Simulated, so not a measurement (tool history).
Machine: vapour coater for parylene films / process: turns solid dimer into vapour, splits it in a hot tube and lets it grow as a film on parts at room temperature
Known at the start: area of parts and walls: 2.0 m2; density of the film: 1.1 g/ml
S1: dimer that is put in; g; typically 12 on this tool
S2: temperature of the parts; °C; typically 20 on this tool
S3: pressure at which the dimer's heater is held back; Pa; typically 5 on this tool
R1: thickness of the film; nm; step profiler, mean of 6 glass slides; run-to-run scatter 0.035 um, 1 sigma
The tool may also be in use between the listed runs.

{"run": 1, "day": 0.0, "S1": 12, "S2": 20, "S3": 5, "R1": 3480}
{"run": 2, "day": 0.9, "S1": 12, "S2": 20, "S3": 11.55, "R1": 3040}
{"run": 3, "day": 1.983, "S1": 12, "S2": 20, "S3": 11.55, "R1": 3100}
{"day": 2.121, "done": "table's thermometer calibrated"}
{"run": 4, "day": 3.292, "S1": 12, "S2": 20, "S3": 5, "R1": 3590}
{"run": 5, "day": 4.046, "S1": 12, "S2": 20, "S3": 5, "R1": 3580}
{"run": 6, "day": 4.775, "S1": 12, "S2": 21, "S3": 3.09, "R1": 3700}
{"run": 7, "day": 5.962, "S1": 14, "S2": 25, "S3": 4.67, "R1": 3560}
{"run": 8, "day": 6.617, "S1": 14, "S2": 25, "S3": 4.67, "R1": 3530}
{"run": 9, "day": 7.604, "S1": 16, "S2": 20, "S3": 2.01, "R1": 5590}
{"day": 7.754, "done": "table's thermometer calibrated, once more"}
{"run": 10, "day": 8.783, "S1": 16, "S2": 20, "S3": 2.01, "R1": 5470}

Run by run, hidden condition taken away, random variation retained:
The hidden state here: vapour lost through the trap's worn valve, %; true temperature of the parts over the reading, C; drift of the gauge itself on film_um, %.
run=1 R1=3480
run=2 R1=3040
run=3 R1=3110
run=4 R1=3610
run=5 R1=3600
run=6 R1=3730
run=7 R1=3600
run=8 R1=3570
run=9 R1=5660
run=10 R1=5580

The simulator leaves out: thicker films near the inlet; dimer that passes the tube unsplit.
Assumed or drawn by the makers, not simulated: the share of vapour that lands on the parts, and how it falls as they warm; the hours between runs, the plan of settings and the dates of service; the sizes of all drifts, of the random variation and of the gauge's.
